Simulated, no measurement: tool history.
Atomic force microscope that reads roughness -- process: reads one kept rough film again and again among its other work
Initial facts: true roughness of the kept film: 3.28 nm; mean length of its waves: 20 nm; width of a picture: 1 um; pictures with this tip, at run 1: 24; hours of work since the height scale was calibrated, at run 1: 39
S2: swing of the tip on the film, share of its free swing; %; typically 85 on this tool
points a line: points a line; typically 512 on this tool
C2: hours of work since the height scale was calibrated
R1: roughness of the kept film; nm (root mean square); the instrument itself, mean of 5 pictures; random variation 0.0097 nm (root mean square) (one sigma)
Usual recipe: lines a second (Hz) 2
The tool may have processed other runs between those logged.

{"run": 1, "hour": 0.0, "lines a second (Hz)": 2, "S2": 85, "points a line": 512, "pictures with this tip": 24, "C2": 39, "R1": 1.749}
{"run": 2, "hour": 47.5, "lines a second (Hz)": 2, "S2": 85, "points a line": 512, "pictures with this tip": 89, "C2": 58, "R1": 1.202}
{"hour": 55.8, "done": "new tip fitted"}
{"run": 3, "hour": 106.0, "lines a second (Hz)": 0.69, "S2": 85, "points a line": 512, "pictures with this tip": 69, "C2": 82, "R1": 1.47}
{"hour": 130.3, "done": "new tip fitted"}
{"run": 4, "hour": 177.0, "lines a second (Hz)": 0.69, "S2": 85, "points a line": 512, "pictures with this tip": 64, "C2": 110, "R1": 1.461}
{"hour": 203.9, "done": "new tip fitted"}
{"run": 5, "hour": 220.4, "lines a second (Hz)": 0.69, "S2": 85, "points a line": 512, "pictures with this tip": 23, "C2": 128, "R1": 1.984}
{"hour": 275.7, "done": "new tip fitted"}
{"run": 6, "hour": 282.9, "lines a second (Hz)": 2, "S2": 85, "points a line": 512, "pictures with this tip": 10, "C2": 153, "R1": 1.954}
{"run": 7, "hour": 344.6, "lines a second (Hz)": 2, "S2": 85, "points a line": 512, "pictures with this tip": 95, "C2": 178, "R1": 1.169}
{"hour": 349.1, "done": "new tip fitted"}
{"run": 8, "hour": 406.7, "lines a second (Hz)": 2, "S2": 85, "points a line": 512, "pictures with this tip": 79, "C2": 203, "R1": 1.285}
{"hour": 420.8, "done": "new tip fitted"}
{"run": 9, "hour": 469.3, "lines a second (Hz)": 2, "S2": 70, "points a line": 512, "pictures with this tip": 67, "C2": 228, "R1": 1.517}
{"hour": 497.0, "done": "new tip fitted"}
{"run": 10, "hour": 535.4, "lines a second (Hz)": 2.64, "S2": 85, "points a line": 765, "pictures with this tip": 53, "C2": 254, "R1": 1.46}

Run 11 has not been measured yet. What should we expect?
{"hour": 569.6, "done": "new tip fitted"}
{"run": 11, "hour": 569.6, "lines a second (Hz)": 2.64, "S2": 85, "points a line": 765, "pictures with this tip": 0, "C2": 268, "R1": "?"}

{"run 11": {"R1": 2.105}}
Minus the tool's unlogged condition, the same run would have read R1 2.148 nm (root mean square).

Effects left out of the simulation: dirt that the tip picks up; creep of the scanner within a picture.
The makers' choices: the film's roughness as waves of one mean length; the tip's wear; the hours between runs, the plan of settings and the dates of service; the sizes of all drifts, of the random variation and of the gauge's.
